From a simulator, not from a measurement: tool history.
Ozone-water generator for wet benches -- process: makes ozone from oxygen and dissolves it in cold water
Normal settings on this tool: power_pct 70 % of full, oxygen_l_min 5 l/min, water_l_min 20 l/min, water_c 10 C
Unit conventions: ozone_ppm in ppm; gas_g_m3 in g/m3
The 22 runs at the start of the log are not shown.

run 23 hour=1840.4 | power_pct=93 oxygen_l_min=5 water_l_min=21 water_c=10 | ozone_ppm=22.7 gas_g_m3=229.1
run 24 hour=1890.1 | power_pct=93 oxygen_l_min=5 water_l_min=21 water_c=10 | ozone_ppm=22.6 gas_g_m3=232.3
run 25 hour=2003.1 | power_pct=93 oxygen_l_min=5 water_l_min=21 water_c=10 | ozone_ppm=22.6 gas_g_m3=233.1
run 26 hour=2061.2 | power_pct=93 oxygen_l_min=5 water_l_min=21 water_c=10 | ozone_ppm=22.5 gas_g_m3=233.3
run 27 hour=2171.7 | power_pct=70 oxygen_l_min=3.19 water_l_min=20 water_c=17 | ozone_ppm=15.6 gas_g_m3=226.4
-- hour=2187.2 gauge calibrated
run 28 hour=2292.1 | power_pct=74 oxygen_l_min=5 water_l_min=23 water_c=12 | ozone_ppm=16.4 gas_g_m3=184.3
run 29 hour=2348.7 | power_pct=43 oxygen_l_min=5 water_l_min=21 water_c=10 | ozone_ppm=10.8 gas_g_m3=109.6
run 30 hour=2409.5 | power_pct=62 oxygen_l_min=7.02 water_l_min=22 water_c=10 | ozone_ppm=15.1 gas_g_m3=130.1
run 31 hour=2493.7 | power_pct=62 oxygen_l_min=4.66 water_l_min=22 water_c=10 | ozone_ppm=14.5 gas_g_m3=161.2
run 32 hour=2557.6 | power_pct=62 oxygen_l_min=4.66 water_l_min=22 water_c=10 | ozone_ppm=14.5 gas_g_m3=161.7
run 33 hour=2642.8 | power_pct=62 oxygen_l_min=4.66 water_l_min=22 water_c=10 | ozone_ppm=14.6 gas_g_m3=160.8

3 ways to go on from here, each from the tool as it stands after run 33. What would each give?
run A hour=2704.5 | power_pct=70 oxygen_l_min=5 water_l_min=32 water_c=10 | ozone_ppm=? gas_g_m3=?
run B hour=2704.5 | power_pct=62 oxygen_l_min=4.97 water_l_min=28 water_c=10 | ozone_ppm=? gas_g_m3=?
run C hour=2704.5 | power_pct=64 oxygen_l_min=5 water_l_min=17 water_c=10 | ozone_ppm=? gas_g_m3=?

run=A ozone_ppm=11.3 gas_g_m3=175.8
run=B ozone_ppm=11.6 gas_g_m3=158.1
run=C ozone_ppm=19 gas_g_m3=160.9
Without the tool's hidden state the same runs would have given:
run=A ozone_ppm=11.3 gas_g_m3=173.5
run=B ozone_ppm=11.6 gas_g_m3=156
run=C ozone_ppm=19.1 gas_g_m3=158.8
